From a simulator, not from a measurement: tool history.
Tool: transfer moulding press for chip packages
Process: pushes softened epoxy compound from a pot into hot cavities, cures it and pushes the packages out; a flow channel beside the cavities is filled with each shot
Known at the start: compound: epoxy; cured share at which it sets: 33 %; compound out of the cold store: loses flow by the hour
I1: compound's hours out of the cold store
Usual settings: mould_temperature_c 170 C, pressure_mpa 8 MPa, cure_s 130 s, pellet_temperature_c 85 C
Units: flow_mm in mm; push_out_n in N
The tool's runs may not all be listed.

Run 1, hour 0: usual settings; I1 37. Result: flow_mm 560 mm, push_out_n 292 N.
At hour 31.8: cavities cleaned with cleaning compound and waxed.
Run 2, hour 34.6: usual settings; I1 33.6. Result: flow_mm 575 mm, push_out_n 289 N.
Run 3, hour 79.7: usual settings but pellet_temperature_c 80 C; I1 11. Result: flow_mm 600 mm, push_out_n 297 N.
Run 4, hour 108: usual settings but pellet_temperature_c 80 C; I1 30.7. Result: flow_mm 572 mm, push_out_n 297 N.
Run 5, hour 138.1: usual settings; I1 46.8. Result: flow_mm 550 mm, push_out_n 293 N.
At hour 144.1: plunger's sealing rings changed.
Run 6, hour 161: usual settings; I1 13.9. Result: flow_mm 600 mm, push_out_n 294 N.
At hour 188.1: cavities cleaned with cleaning compound and waxed.
Run 7, hour 188.5: usual settings but pellet_temperature_c 94 C; I1 16.9. Result: flow_mm 593 mm, push_out_n 277 N.
Run 8, hour 208.5: usual settings but mould_temperature_c 163 C; I1 33.1. Result: flow_mm 589 mm, push_out_n 415 N.
Run 9, hour 252.6: usual settings but mould_temperature_c 163 C; I1 47.5. Result: flow_mm 569 mm, push_out_n 404 N.
Run 10, hour 274: usual settings; I1 42.3. Result: flow_mm 560 mm, push_out_n 296 N.
Run 11, hour 309.6: usual settings; I1 18.1. Result: flow_mm 597 mm, push_out_n 297 N.
Run 12, hour 336.2: usual settings but cure_s 169 s; I1 32.2. Result: flow_mm 578 mm, push_out_n 261 N.
At hour 343.9: cavities cleaned with cleaning compound and waxed.
Run 13, hour 371.6: usual settings but cure_s 169 s; I1 30.7. Result: flow_mm 577 mm, push_out_n 271 N.
Run 14, hour 400.8: usual settings but cure_s 169 s; I1 44.4. Result: flow_mm 553 mm, push_out_n 263 N.
Run 15, hour 438.3: usual settings but cure_s 169 s; I1 35.4. Result: flow_mm 574 mm, push_out_n 250 N.
Run 16, hour 468.4: usual settings but cure_s 167 s, pellet_temperature_c 87 C; I1 15.7. Result: flow_mm 590 mm, push_out_n 268 N.
At hour 499.3: cavities cleaned with cleaning compound and waxed.
Run 17, hour 503.4: usual settings but cure_s 167 s, pellet_temperature_c 87 C; I1 34.6. Result: flow_mm 571 mm, push_out_n 267 N.
Run 18, hour 538: usual settings but mould_temperature_c 164 C, cure_s 149 s; I1 15.3. Result: flow_mm 606 mm, push_out_n 319 N.
Run 19, hour 566.4: usual settings but mould_temperature_c 175 C, pressure_mpa 9.64 MPa, pellet_temperature_c 79 C; I1 18.2. Result: flow_mm 651 mm, push_out_n 260 N.
Run 20, hour 587.2: usual settings but mould_temperature_c 175 C, pressure_mpa 9.31 MPa, pellet_temperature_c 79 C; I1 32.3. Result: flow_mm 606 mm, push_out_n 269 N.
Run 21, hour 627.6: usual settings but mould_temperature_c 166 C, pellet_temperature_c 75 C; I1 27.8. Result: flow_mm 586 mm, push_out_n 359 N.
At hour 654.5: cavities cleaned with cleaning compound and waxed.
Run 22, hour 664.5: usual settings but mould_temperature_c 162 C, pressure_mpa 6.92 MPa, pellet_temperature_c 76 C; I1 23.8. Result: flow_mm 562 mm, push_out_n 460 N.
Run 23, hour 685.7: usual settings but mould_temperature_c 174 C, pressure_mpa 8.91 MPa, pellet_temperature_c 76 C; I1 13. Result: flow_mm 625 mm, push_out_n 259 N.
Run 24, hour 722.6: usual settings but mould_temperature_c 174 C, pressure_mpa 8.91 MPa, pellet_temperature_c 76 C; I1 24.8. Result: flow_mm 619 mm, push_out_n 277 N.
Run 25, hour 748.5: usual settings but mould_temperature_c 164 C, cure_s 143 s; I1 17. Result: flow_mm 607 mm, push_out_n 345 N.
Run 26, hour 780.8: usual settings but mould_temperature_c 177 C, pressure_mpa 7.44 MPa, cure_s 158 s, pellet_temperature_c 92 C; I1 33.7. Result: flow_mm 547 mm, push_out_n 253 N.
Run 27, hour 803.8: usual settings but mould_temperature_c 168 C, pressure_mpa 7.7 MPa, cure_s 159 s; I1 8.6. Result: flow_mm 598 mm, push_out_n 273 N.
At hour 808: cavities cleaned with cleaning compound and waxed.
Run 28, hour 839.9: usual settings but mould_temperature_c 168 C, pressure_mpa 7.7 MPa, cure_s 155 s; I1 32.8. Result: flow_mm 568 mm, push_out_n 263 N.
Run 29, hour 871.1: usual settings but pressure_mpa 6.79 MPa, cure_s 163 s, pellet_temperature_c 88 C; I1 42.1. Result: flow_mm 515 mm, push_out_n 269 N.
Run 30, hour 891.6: usual settings but pressure_mpa 6.79 MPa, cure_s 163 s, pellet_temperature_c 88 C; I1 16. Result: flow_mm 547 mm, push_out_n 262 N.

Forecast each of these 3 alternatives for the next run:
Run A, hour 910.4: usual settings but pressure_mpa 6.1 MPa, cure_s 136 s, pellet_temperature_c 88 C; I1 14.3. Result: flow_mm ?, push_out_n ?.
Run B, hour 910.4: usual settings but pressure_mpa 6.83 MPa; I1 26.5. Result: flow_mm ?, push_out_n ?.
Run C, hour 910.4: usual settings but mould_temperature_c 163 C, pellet_temperature_c 78 C; I1 34. Result: flow_mm ?, push_out_n ?.

run  flow_mm  push_out_n
  A      521         288
  B      536         300
  C      593         424
Without the tool's hidden state the same runs would have given:
run  flow_mm  push_out_n
  A      522         286
  B      537         297
  C      594         420

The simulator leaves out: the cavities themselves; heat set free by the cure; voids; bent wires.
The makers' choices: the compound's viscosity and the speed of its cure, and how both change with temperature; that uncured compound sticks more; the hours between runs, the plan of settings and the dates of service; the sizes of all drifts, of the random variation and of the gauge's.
